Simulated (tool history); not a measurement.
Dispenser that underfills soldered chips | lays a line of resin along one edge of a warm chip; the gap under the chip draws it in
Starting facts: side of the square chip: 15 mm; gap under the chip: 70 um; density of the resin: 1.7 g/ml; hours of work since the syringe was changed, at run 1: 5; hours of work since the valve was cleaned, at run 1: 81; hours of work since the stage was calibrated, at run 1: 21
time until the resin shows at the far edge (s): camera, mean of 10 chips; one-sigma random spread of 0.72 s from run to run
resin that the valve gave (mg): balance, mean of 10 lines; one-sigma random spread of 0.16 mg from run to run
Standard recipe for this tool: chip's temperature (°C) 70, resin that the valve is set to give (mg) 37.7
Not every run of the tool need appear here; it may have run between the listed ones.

run	hour	chip's temperature (°C)	resin that the valve is set to give (mg)	hours of work since the syringe was changed	hours of work since the valve was cleaned	hours of work since the stage was calibrated	time until the resin shows at the far edge (s)	resin that the valve gave (mg)
1	0.0	70	37.7	5	81	21	94.3	35.85
# hour 1.9: new syringe of resin
2	4.0	73	37.7	2	84	23	62.5	35.89
3	9.3	73	34.7	6	88	28	85.2	32.86
# hour 10.2: new syringe of resin
4	14.9	73	34.0	4	92	32	74.6	31.74
# hour 18.8: new syringe of resin
5	21.3	73	34.0	2	97	37	67.2	32.06
# hour 27.2: new syringe of resin
6	27.2	73	34.0	0	101	41	59.4	31.89
7	32.9	70	37.7	4	106	45	90.5	35.30
# hour 35.3: dispensing valve cleaned and set on the balance
# hour 36.6: new syringe of resin
8	39.7	70	37.7	2	3	50	74.1	37.29
# hour 44.9: new syringe of resin
9	45.6	70	37.7	1	8	54	67.3	37.25
10	50.1	70	37.7	4	11	58	85.4	37.51
# hour 53.3: new syringe of resin
11	54.6	70	40.6	1	14	61	69.0	40.29
12	58.0	81	32.2	4	17	63	50.6	31.74
# hour 61.7: new syringe of resin
13	64.3	81	32.2	2	22	68	45.2	31.70
14	68.1	81	32.2	5	25	71	54.0	31.77
# hour 70.1: new syringe of resin
15	72.3	81	32.2	2	28	74	43.4	31.69

Run 16, settings as shown, results not yet in. Your forecast:
16	77.4	79	32.1	6	32	78	?	?

time until the resin shows at the far edge (s): 63.8
resin that the valve gave (mg): 31.39
With the hidden condition absent and the run-to-run variation left alone, this run would have shown time until the resin shows at the far edge (s) 44.6, resin that the valve gave (mg) 32.09.
